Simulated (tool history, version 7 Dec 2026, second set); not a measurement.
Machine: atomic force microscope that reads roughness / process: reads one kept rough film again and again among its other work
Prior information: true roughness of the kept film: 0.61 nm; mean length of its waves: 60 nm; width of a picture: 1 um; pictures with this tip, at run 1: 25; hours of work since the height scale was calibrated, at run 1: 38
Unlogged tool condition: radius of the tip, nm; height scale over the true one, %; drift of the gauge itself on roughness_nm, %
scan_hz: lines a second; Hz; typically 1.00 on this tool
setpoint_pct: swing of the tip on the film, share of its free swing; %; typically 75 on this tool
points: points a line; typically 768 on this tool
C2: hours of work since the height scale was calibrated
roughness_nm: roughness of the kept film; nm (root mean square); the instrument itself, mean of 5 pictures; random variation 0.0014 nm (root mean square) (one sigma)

run 1 hour=0.0 | scan_hz=1.00 setpoint_pct=75 points=768 | pictures_with_this_tip=25 C2=38 | roughness_nm=0.576
run 2 hour=11.6 | scan_hz=1.00 setpoint_pct=75 points=768 | pictures_with_this_tip=37 C2=44 | roughness_nm=0.574
run 3 hour=19.1 | scan_hz=1.00 setpoint_pct=75 points=768 | pictures_with_this_tip=45 C2=48 | roughness_nm=0.574
run 4 hour=33.7 | scan_hz=1.00 setpoint_pct=75 points=768 | pictures_with_this_tip=60 C2=56 | roughness_nm=0.571
-- hour=40.6 new tip fitted
run 5 hour=44.1 | scan_hz=1.00 setpoint_pct=75 points=768 | pictures_with_this_tip=4 C2=61 | roughness_nm=0.579
run 6 hour=57.9 | scan_hz=1.00 setpoint_pct=80 points=768 | pictures_with_this_tip=18 C2=68 | roughness_nm=0.568
run 7 hour=70.7 | scan_hz=1.00 setpoint_pct=85 points=768 | pictures_with_this_tip=32 C2=75 | roughness_nm=0.558
run 8 hour=82.5 | scan_hz=1.00 setpoint_pct=85 points=768 | pictures_with_this_tip=44 C2=81 | roughness_nm=0.557
run 9 hour=90.2 | scan_hz=1.00 setpoint_pct=85 points=768 | pictures_with_this_tip=52 C2=85 | roughness_nm=0.555
run 10 hour=96.2 | scan_hz=1.00 setpoint_pct=85 points=768 | pictures_with_this_tip=59 C2=89 | roughness_nm=0.554
-- hour=104.6 new tip fitted
run 11 hour=105.3 | scan_hz=1.00 setpoint_pct=85 points=768 | pictures_with_this_tip=1 C2=93 | roughness_nm=0.559
run 12 hour=112.9 | scan_hz=1.00 setpoint_pct=85 points=768 | pictures_with_this_tip=9 C2=97 | roughness_nm=0.561
run 13 hour=126.6 | scan_hz=1.00 setpoint_pct=75 points=768 | pictures_with_this_tip=23 C2=105 | roughness_nm=0.576
run 14 hour=135.7 | scan_hz=1.00 setpoint_pct=75 points=768 | pictures_with_this_tip=33 C2=109 | roughness_nm=0.572
run 15 hour=150.6 | scan_hz=1.00 setpoint_pct=75 points=768 | pictures_with_this_tip=48 C2=117 | roughness_nm=0.574
run 16 hour=163.0 | scan_hz=1.00 setpoint_pct=75 points=768 | pictures_with_this_tip=62 C2=124 | roughness_nm=0.571
-- hour=168.8 new tip fitted
run 17 hour=170.4 | scan_hz=0.65 setpoint_pct=75 points=768 | pictures_with_this_tip=2 C2=128 | roughness_nm=0.586
run 18 hour=182.2 | scan_hz=0.65 setpoint_pct=75 points=768 | pictures_with_this_tip=14 C2=134 | roughness_nm=0.585
run 19 hour=188.2 | scan_hz=0.65 setpoint_pct=75 points=768 | pictures_with_this_tip=21 C2=137 | roughness_nm=0.586
run 20 hour=194.6 | scan_hz=0.54 setpoint_pct=65 points=522 | pictures_with_this_tip=27 C2=141 | roughness_nm=0.596
run 21 hour=207.0 | scan_hz=0.54 setpoint_pct=65 points=522 | pictures_with_this_tip=40 C2=147 | roughness_nm=0.594
run 22 hour=214.1 | scan_hz=0.54 setpoint_pct=84 points=973 | pictures_with_this_tip=48 C2=151 | roughness_nm=0.579
run 23 hour=223.2 | scan_hz=0.54 setpoint_pct=84 points=973 | pictures_with_this_tip=58 C2=156 | roughness_nm=0.577
-- hour=232.8 new tip fitted
run 24 hour=237.1 | scan_hz=0.54 setpoint_pct=84 points=973 | pictures_with_this_tip=5 C2=163 | roughness_nm=0.583
run 25 hour=250.1 | scan_hz=0.54 setpoint_pct=84 points=973 | pictures_with_this_tip=18 C2=170 | roughness_nm=0.579
run 26 hour=262.3 | scan_hz=1.00 setpoint_pct=56 points=768 | pictures_with_this_tip=31 C2=176 | roughness_nm=0.594

Forecast run 27:
run 27 hour=269.1 | scan_hz=3.82 setpoint_pct=85 points=523 | pictures_with_this_tip=38 C2=180 | roughness_nm=?

roughness_nm: 0.460 nm (root mean square)
Take away the tool's hidden state, keep the run-to-run variation as it was, and the same run would have given roughness_nm 0.463 nm (root mean square).
